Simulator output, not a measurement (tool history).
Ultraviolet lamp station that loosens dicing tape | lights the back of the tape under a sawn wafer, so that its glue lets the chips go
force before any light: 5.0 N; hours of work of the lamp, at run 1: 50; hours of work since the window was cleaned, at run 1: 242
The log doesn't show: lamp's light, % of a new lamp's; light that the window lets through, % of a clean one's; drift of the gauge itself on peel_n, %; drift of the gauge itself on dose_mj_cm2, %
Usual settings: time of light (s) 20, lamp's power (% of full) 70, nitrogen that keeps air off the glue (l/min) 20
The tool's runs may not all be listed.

| run | day | time of light (s) | lamp's power (% of full) | nitrogen that keeps air off the glue (l/min) | hours of work of the lamp | hours of work since the window was cleaned | force that peels the tape off (N) | light that reached the tape (mJ/cm2) |
|---|---|---|---|---|---|---|---|---|
| 1 | 0.000 | 20 | 70 | 20 | 50 | 242 | 0.922 | 226 |
| 2 | 1.408 | 20 | 70 | 20 | 65 | 258 | 0.920 | 223 |
| 3 | 3.267 | 20 | 70 | 20 | 86 | 278 | 0.949 | 223 |
| 4 | 5.483 | 20 | 70 | 20 | 110 | 302 | 0.963 | 217 |
| 5 | 6.908 | 20 | 80 | 20 | 125 | 317 | 0.763 | 247 |
| 6 | 8.308 | 39 | 80 | 20 | 140 | 332 | 0.265 | 474 |
|  | 9.854 | window cleaned of glue's vapour |
| 7 | 10.254 | 39 | 80 | 20 | 161 | 4 | 0.230 | 537 |
| 8 | 12.004 | 39 | 80 | 20 | 180 | 23 | 0.226 | 544 |
| 9 | 13.271 | 20 | 61 | 20 | 194 | 37 | 1.011 | 209 |
| 10 | 15.629 | 37 | 61 | 21 | 219 | 63 | 0.357 | 383 |
| 11 | 17.146 | 37 | 61 | 32 | 236 | 79 | 0.295 | 372 |
| 12 | 19.042 | 37 | 61 | 9 | 256 | 100 | 0.663 | 368 |
| 13 | 21.258 | 40 | 78 | 32 | 280 | 124 | 0.216 | 510 |
| 14 | 22.504 | 10 | 70 | 13 | 294 | 137 | 2.451 | 116 |
| 15 | 24.742 | 10 | 70 | 13 | 318 | 161 | 2.293 | 112 |
| 16 | 26.017 | 18 | 77 | 26 | 332 | 175 | 0.824 | 217 |
| 17 | 27.717 | 13 | 68 | 33 | 350 | 194 | 1.470 | 138 |
| 18 | 29.017 | 15 | 70 | 13 | 365 | 208 | 1.670 | 161 |

Forecast each of these 5 alternatives for the next run:
| A | 31.154 | 12 | 70 | 13 | 388 | 231 | ? | ? |
| B | 31.154 | 10 | 70 | 20 | 388 | 231 | ? | ? |
| C | 31.154 | 12 | 70 | 6 | 388 | 231 | ? | ? |
| D | 31.154 | 20 | 70 | 25 | 388 | 231 | ? | ? |
| E | 31.154 | 20 | 88 | 23 | 388 | 231 | ? | ? |

| run | force that peels the tape off (N) | light that reached the tape (mJ/cm2) |
|---|---|---|
| A | 2.037 | 131 |
| B | 2.149 | 109 |
| C | 2.692 | 128 |
| D | 0.884 | 214 |
| E | 0.632 | 267 |
Without the tool's hidden state the same runs would have given:
| run | force that peels the tape off (N) | light that reached the tape (mJ/cm2) |
|---|---|---|
| A | 1.749 | 154 |
| B | 1.850 | 129 |
| C | 2.402 | 152 |
| D | 0.675 | 253 |
| E | 0.474 | 316 |
